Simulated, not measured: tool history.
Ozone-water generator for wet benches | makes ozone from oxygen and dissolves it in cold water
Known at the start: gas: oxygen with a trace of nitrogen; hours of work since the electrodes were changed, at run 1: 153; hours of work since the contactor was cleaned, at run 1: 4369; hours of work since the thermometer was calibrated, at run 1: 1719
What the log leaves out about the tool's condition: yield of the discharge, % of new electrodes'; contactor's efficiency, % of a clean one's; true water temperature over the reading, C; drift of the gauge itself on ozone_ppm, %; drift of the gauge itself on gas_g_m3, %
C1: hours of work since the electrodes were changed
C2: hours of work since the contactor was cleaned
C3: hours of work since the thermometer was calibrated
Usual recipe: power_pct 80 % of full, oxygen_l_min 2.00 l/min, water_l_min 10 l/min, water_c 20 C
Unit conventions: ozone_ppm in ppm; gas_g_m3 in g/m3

Run 1, day 0.000: usual settings; C1 153; C2 4369; C3 1719. Result: ozone_ppm 12.6 ppm, gas_g_m3 175.3 g/m3.
Run 2, day 1.729: usual settings but water_c 24 C; C1 193; C2 4409; C3 1759. Result: ozone_ppm 11.8 ppm, gas_g_m3 174.8 g/m3.
Run 3, day 3.488: usual settings but water_c 24 C; C1 234; C2 4449; C3 1800. Result: ozone_ppm 11.8 ppm, gas_g_m3 176.5 g/m3.
Run 4, day 4.783: usual settings but power_pct 98 % of full; C1 264; C2 4479; C3 1830. Result: ozone_ppm 13.9 ppm, gas_g_m3 198.1 g/m3.
Run 5, day 6.512: usual settings; C1 304; C2 4519; C3 1870. Result: ozone_ppm 12.2 ppm, gas_g_m3 173.0 g/m3.
Run 6, day 7.562: usual settings; C1 328; C2 4544; C3 1894. Result: ozone_ppm 12.4 ppm, gas_g_m3 175.6 g/m3.
Run 7, day 9.108: usual settings; C1 364; C2 4580; C3 1930. Result: ozone_ppm 12.4 ppm, gas_g_m3 173.9 g/m3.
Run 8, day 10.500: usual settings; C1 396; C2 4612; C3 1962. Result: ozone_ppm 12.5 ppm, gas_g_m3 175.8 g/m3.
Run 9, day 11.521: usual settings but oxygen_l_min 1.56 l/min; C1 419; C2 4635; C3 1985. Result: ozone_ppm 11.8 ppm, gas_g_m3 194.2 g/m3.
Run 10, day 12.862: usual settings; C1 450; C2 4666; C3 2017. Result: ozone_ppm 12.3 ppm, gas_g_m3 175.8 g/m3.
Run 11, day 14.446: usual settings; C1 487; C2 4703; C3 2053. Result: ozone_ppm 12.4 ppm, gas_g_m3 173.8 g/m3.
Run 12, day 15.342: usual settings; C1 508; C2 4724; C3 2074. Result: ozone_ppm 12.3 ppm, gas_g_m3 173.9 g/m3.
Run 13, day 16.550: usual settings but water_c 15 C; C1 536; C2 4752; C3 2102. Result: ozone_ppm 13.0 ppm, gas_g_m3 173.2 g/m3.
Run 14, day 17.662: usual settings but water_c 15 C; C1 561; C2 4777; C3 2128. Result: ozone_ppm 12.9 ppm, gas_g_m3 173.6 g/m3.
Run 15, day 18.679: usual settings; C1 585; C2 4801; C3 2151. Result: ozone_ppm 11.9 ppm, gas_g_m3 173.6 g/m3.
Run 16, day 19.471: usual settings; C1 603; C2 4819; C3 2169. Result: ozone_ppm 12.2 ppm, gas_g_m3 173.3 g/m3.
At day 19.771: contactor cleaned.
Run 17, day 20.508: usual settings but power_pct 81 % of full, oxygen_l_min 3.57 l/min; C1 623; C2 17; C3 2190. Result: ozone_ppm 12.8 ppm, gas_g_m3 135.5 g/m3.
Run 18, day 21.775: usual settings but power_pct 59 % of full, oxygen_l_min 2.32 l/min; C1 653; C2 46; C3 2219. Result: ozone_ppm 10.2 ppm, gas_g_m3 135.5 g/m3.
Run 19, day 22.508: usual settings but power_pct 59 % of full, oxygen_l_min 1.68 l/min; C1 670; C2 63; C3 2236. Result: ozone_ppm 9.6 ppm, gas_g_m3 155.5 g/m3.
Run 20, day 24.304: usual settings but oxygen_l_min 2.18 l/min, water_c 18 C; C1 711; C2 105; C3 2277. Result: ozone_ppm 12.5 ppm, gas_g_m3 166.8 g/m3.
Run 21, day 25.329: usual settings but oxygen_l_min 2.18 l/min, water_c 18 C; C1 735; C2 128; C3 2301. Result: ozone_ppm 12.5 ppm, gas_g_m3 165.6 g/m3.
Run 22, day 26.154: usual settings but oxygen_l_min 2.18 l/min, water_c 18 C; C1 754; C2 148; C3 2320. Result: ozone_ppm 12.6 ppm, gas_g_m3 167.5 g/m3.
At day 26.967: contactor cleaned, once more.
Run 23, day 27.908: usual settings but power_pct 87 % of full, water_c 24 C; C1 791; C2 22; C3 2357. Result: ozone_ppm 12.7 ppm, gas_g_m3 183.0 g/m3.
Run 24, day 29.129: usual settings but oxygen_l_min 2.10 l/min, water_c 14 C; C1 819; C2 50; C3 2385. Result: ozone_ppm 13.6 ppm, gas_g_m3 170.5 g/m3.

For run 25, what comes out?
Run 25, day 30.367: usual settings but water_l_min 8 l/min; C1 848; C2 79; C3 2414. Result: ozone_ppm ?, gas_g_m3 ?.

ozone_ppm: 15.1 ppm
gas_g_m3: 171.3 g/m3
If the tool had no hidden condition, the same run with the same run-to-run variation would have returned ozone_ppm 15.6 ppm, gas_g_m3 175.5 g/m3.

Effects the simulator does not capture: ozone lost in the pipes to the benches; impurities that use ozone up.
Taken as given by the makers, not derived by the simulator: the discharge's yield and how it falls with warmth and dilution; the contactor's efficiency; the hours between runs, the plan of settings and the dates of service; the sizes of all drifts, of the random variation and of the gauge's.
